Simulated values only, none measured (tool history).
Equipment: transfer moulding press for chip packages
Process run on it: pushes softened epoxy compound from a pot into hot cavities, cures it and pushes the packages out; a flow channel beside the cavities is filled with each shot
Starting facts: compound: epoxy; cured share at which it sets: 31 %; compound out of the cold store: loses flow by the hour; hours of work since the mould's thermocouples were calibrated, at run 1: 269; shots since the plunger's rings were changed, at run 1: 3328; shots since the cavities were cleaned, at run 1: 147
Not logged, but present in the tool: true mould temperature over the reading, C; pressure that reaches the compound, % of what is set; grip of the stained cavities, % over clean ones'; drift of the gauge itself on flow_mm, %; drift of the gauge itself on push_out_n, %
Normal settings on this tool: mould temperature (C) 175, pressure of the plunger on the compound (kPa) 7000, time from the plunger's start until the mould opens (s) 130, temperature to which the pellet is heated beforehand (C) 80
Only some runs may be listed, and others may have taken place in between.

| run | hour | mould temperature (C) | pressure of the plunger on the compound (kPa) | time from the plunger's start until the mould opens (s) | temperature to which the pellet is heated beforehand (C) | hours of work since the mould's thermocouples were calibrated | shots since the plunger's rings were changed | shots since the cavities were cleaned | incoming compound's hours out of the cold store | length that the compound runs in the flow channel (mm) | greatest force on the pins that push the packages out (N) |
|---|---|---|---|---|---|---|---|---|---|---|---|
| 1 | 0 | 175 | 7000 | 130 | 80 | 269 | 3328 | 147 | 38.6 | 593 | 528 |
| 2 | 10.9 | 175 | 5940 | 130 | 80 | 274 | 3395 | 214 | 11.6 | 614 | 558 |
| 3 | 27.2 | 175 | 5940 | 130 | 80 | 281 | 3497 | 316 | 17.1 | 596 | 584 |
| 4 | 41.5 | 175 | 5940 | 130 | 80 | 287 | 3586 | 405 | 39 | 542 | 618 |
|  | 45.2 | cavities cleaned with cleaning compound and waxed |
| 5 | 58 | 175 | 7000 | 130 | 80 | 294 | 3680 | 80 | 16.9 | 640 | 493 |
| 6 | 81.9 | 175 | 7000 | 130 | 80 | 305 | 3828 | 228 | 18.1 | 637 | 563 |
| 7 | 100.2 | 175 | 7000 | 130 | 80 | 313 | 3943 | 343 | 29.8 | 610 | 601 |
| 8 | 111.1 | 175 | 7000 | 130 | 80 | 318 | 4010 | 410 | 30.2 | 602 | 591 |
|  | 113.7 | cavities cleaned with cleaning compound and waxed |
| 9 | 124.4 | 175 | 7000 | 130 | 80 | 323 | 4084 | 67 | 18 | 621 | 491 |
| 10 | 144.7 | 175 | 7000 | 130 | 80 | 332 | 4210 | 193 | 45.2 | 561 | 560 |
| 11 | 160.9 | 175 | 7000 | 130 | 80 | 339 | 4311 | 294 | 19.4 | 622 | 575 |
| 12 | 174.2 | 175 | 7000 | 130 | 80 | 345 | 4394 | 377 | 19.5 | 623 | 598 |
|  | 182.6 | cavities cleaned with cleaning compound and waxed |
| 13 | 194.3 | 175 | 8450 | 130 | 80 | 354 | 4510 | 73 | 10.8 | 719 | 479 |
| 14 | 215.5 | 175 | 8450 | 130 | 80 | 363 | 4642 | 205 | 39.7 | 628 | 528 |
| 15 | 226.2 | 175 | 8450 | 130 | 80 | 368 | 4708 | 271 | 47.6 | 606 | 561 |
| 16 | 247.6 | 171 | 7000 | 130 | 82 | 378 | 4842 | 405 | 13.5 | 638 | 707 |
|  | 250.8 | cavities cleaned with cleaning compound and waxed |
| 17 | 267.7 | 182 | 7000 | 130 | 84 | 386 | 4958 | 106 | 22.9 | 596 | 450 |
| 18 | 282.6 | 180 | 6210 | 114 | 85 | 393 | 5051 | 199 | 45.9 | 507 | 527 |
| 19 | 300.6 | 175 | 5770 | 145 | 80 | 401 | 5163 | 311 | 31.7 | 525 | 528 |
|  | 319.1 | cavities cleaned with cleaning compound and waxed |
| 20 | 325.6 | 175 | 5770 | 145 | 74 | 411 | 5309 | 40 | 9.9 | 592 | 455 |
|  | 333.7 | plunger's sealing rings changed |
| 21 | 347.4 | 175 | 5850 | 130 | 76 | 420 | 85 | 160 | 46.6 | 560 | 520 |
| 22 | 371.2 | 175 | 5360 | 120 | 80 | 430 | 233 | 308 | 47.9 | 529 | 617 |
|  | 389.4 | cavities cleaned with cleaning compound and waxed |
| 23 | 394.2 | 170 | 7640 | 136 | 77 | 440 | 367 | 29 | 10.4 | 750 | 551 |
| 24 | 418.1 | 175 | 7000 | 118 | 80 | 451 | 516 | 178 | 29 | 644 | 583 |
| 25 | 442.6 | 175 | 7000 | 118 | 80 | 462 | 669 | 331 | 23.4 | 662 | 648 |
|  | 458.3 | cavities cleaned with cleaning compound and waxed |
| 26 | 467.6 | 172 | 7000 | 130 | 80 | 472 | 815 | 58 | 9.4 | 712 | 551 |
| 27 | 487.2 | 172 | 7000 | 130 | 80 | 481 | 938 | 181 | 28.1 | 659 | 605 |
| 28 | 498.2 | 175 | 6600 | 130 | 74 | 486 | 1006 | 249 | 18.6 | 656 | 557 |
| 29 | 515.3 | 175 | 6600 | 130 | 74 | 494 | 1112 | 355 | 20.1 | 655 | 610 |

Consider 3 possible next runs. They are alternatives, not a sequence: every one starts from the tool as it was left by run 29. What does each give?
|  | 525.9 | cavities cleaned with cleaning compound and waxed |
| A | 542.4 | 175 | 7010 | 128 | 80 | 505 | 1272 | 103 | 11.2 | ? | ? |
|  | 525.9 | cavities cleaned with cleaning compound and waxed |
| B | 542.4 | 175 | 8600 | 130 | 70 | 505 | 1272 | 103 | 40.3 | ? | ? |
|  | 525.9 | cavities cleaned with cleaning compound and waxed |
| C | 542.4 | 169 | 6600 | 130 | 89 | 505 | 1272 | 103 | 34.5 | ? | ? |

| run | length that the compound runs in the flow channel (mm) | greatest force on the pins that push the packages out (N) |
|---|---|---|
| A | 703 | 503 |
| B | 677 | 502 |
| C | 620 | 625 |
Stripped of hidden state, with their random variation kept, the same runs would have yielded:
| run | length that the compound runs in the flow channel (mm) | greatest force on the pins that push the packages out (N) |
|---|---|---|
| A | 718 | 432 |
| B | 692 | 435 |
| C | 634 | 524 |
